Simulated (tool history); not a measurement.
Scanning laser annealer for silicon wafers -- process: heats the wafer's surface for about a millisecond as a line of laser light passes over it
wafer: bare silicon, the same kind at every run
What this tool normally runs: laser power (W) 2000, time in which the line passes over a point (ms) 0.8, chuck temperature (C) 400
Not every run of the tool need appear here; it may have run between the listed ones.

run,hour,laser power (W),time in which the line passes over a point (ms),chuck temperature (C),highest temperature of the surface (C)
1,0,2000,0.8,400,1100
2,75.8,2000,0.8,400,1091
3,126.2,2000,0.8,361,1051
4,171.8,2000,0.712,400,1043
5,208.7,2000,0.8,400,1088
6,276.3,2000,0.8,400,1081
7,338.8,2000,0.8,413,1092
8,381.8,2000,0.8,413,1092
9,434.6,2000,0.937,400,1140
10,495.6,2001,0.937,400,1130
# hour 535.4: window over the wafer cleaned
11,558.2,2001,0.862,400,1125
12,603.7,2000,0.8,400,1093
13,639.1,2000,0.8,400,1093
14,716.9,2000,0.8,400,1087
15,777.3,2000,0.8,422,1107
16,855,2000,0.8,422,1102
17,892.1,2000,0.8,422,1103
18,934.4,2000,0.8,422,1100
19,1010,2000,0.8,422,1091
20,1043.9,2000,0.8,422,1095
# hour 1126.3: window over the wafer cleaned
21,1126.3,2000,0.8,422,1119
22,1170.3,1904,0.961,422,1151
23,1210.3,1903,0.8,414,1070
24,1244.8,1806,0.8,387,1002
# hour 1266.6: optics aligned, line set to its width
25,1317,1821,0.95,422,1102
26,1359.9,1821,0.95,422,1101
27,1428.4,2000,0.74,400,1046
# hour 1438.3: optics aligned, line set to its width, once more
28,1510,2000,0.74,400,1062
29,1562.5,1974,0.952,422,1168
30,1603.5,2145,0.8,400,1141
31,1669.1,2145,0.8,400,1137
# hour 1723.3: window over the wafer cleaned
32,1736,2145,0.8,400,1161
33,1790.8,2145,0.8,400,1160
34,1861.2,1915,0.664,376,975
35,1901,2057,0.637,424,1057
36,1956.1,1739,0.966,395,1054
37,2021.3,2122,0.966,393,1215
38,2081.6,1789,0.8,400,1007
39,2137.1,1789,0.8,400,1001
40,2194,2000,0.992,400,1168

Forecast each of these 3 alternatives for the next run:
A,2232.7,2000,0.841,377,?
B,2232.7,2051,0.8,400,?
C,2232.7,1718,0.992,400,?

run,highest temperature of the surface (C)
A,1076
B,1098
C,1045
Had the tool no hidden state, the same runs would have come out as:
run,highest temperature of the surface (C)
A,1098
B,1119
C,1065

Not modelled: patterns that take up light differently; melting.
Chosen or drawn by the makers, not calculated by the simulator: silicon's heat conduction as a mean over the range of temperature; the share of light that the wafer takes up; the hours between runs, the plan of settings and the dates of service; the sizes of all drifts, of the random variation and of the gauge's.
